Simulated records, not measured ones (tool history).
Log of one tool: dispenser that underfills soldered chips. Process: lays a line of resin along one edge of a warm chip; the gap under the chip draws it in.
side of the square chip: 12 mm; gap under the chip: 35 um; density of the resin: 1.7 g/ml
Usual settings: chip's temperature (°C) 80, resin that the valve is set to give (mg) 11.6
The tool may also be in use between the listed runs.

run,hour,chip's temperature (°C),resin that the valve is set to give (mg),time until the resin shows at the far edge (s),resin that the valve gave (mg)
1,0.0,80,11.6,207.4,11.18
2,7.2,80,11.6,239.6,11.19
# hour 10.7: new syringe of resin
3,14.5,80,11.6,224.6,11.27
# hour 21.9: new syringe of resin
4,24.3,80,13.4,214.6,12.94
5,29.8,80,13.0,247.1,12.49
# hour 32.4: new syringe of resin
# hour 42.8: new syringe of resin
6,43.8,80,13.0,207.7,12.39
# hour 54.0: new syringe of resin
7,55.0,80,11.6,208.8,11.05
8,62.9,80,11.6,244.6,11.03
# hour 64.7: new syringe of resin
9,69.3,80,11.6,224.7,11.05
# hour 75.5: new syringe of resin
10,76.5,80,11.6,210.4,10.96
# hour 84.8: dispensing valve cleaned and set on the balance
# hour 87.5: new syringe of resin
11,91.1,80,11.6,217.5,11.54
# hour 98.2: new syringe of resin
12,102.1,80,11.6,220.9,11.49
# hour 108.8: new syringe of resin
13,110.0,80,11.6,212.5,11.39
# hour 119.2: new syringe of resin
14,120.7,80,11.6,209.6,11.40
# hour 130.4: new syringe of resin
15,131.9,80,11.6,211.6,11.38
16,137.6,80,11.6,238.5,11.32
# hour 141.7: new syringe of resin
17,149.9,89,13.1,160.6,12.67
# hour 153.1: new syringe of resin
18,162.3,85,10.2,206.1,9.85
# hour 163.6: new syringe of resin
19,171.5,83,13.9,207.2,13.37
# hour 174.7: new syringe of resin
20,180.7,83,13.9,194.7,13.30
# hour 185.5: new syringe of resin
21,188.8,72,14.0,293.1,13.47
# hour 196.4: new syringe of resin
22,201.1,76,12.3,263.0,11.58
# hour 207.4: new syringe of resin
23,213.1,76,12.3,267.2,11.56
# hour 218.0: new syringe of resin
24,220.4,76,12.3,248.2,11.62
# hour 228.8: new syringe of resin
25,232.6,74,11.4,278.1,10.65

The next listed run, before its measurement:
# hour 240.1: new syringe of resin
26,241.6,74,11.4,?,?

{"run 26": {"time until the resin shows at the far edge (s)": 271.1, "resin that the valve gave (mg)": 10.69}}
Without the tool's hidden state the same run would have given time until the resin shows at the far edge (s) 278.9, resin that the valve gave (mg) 11.42.
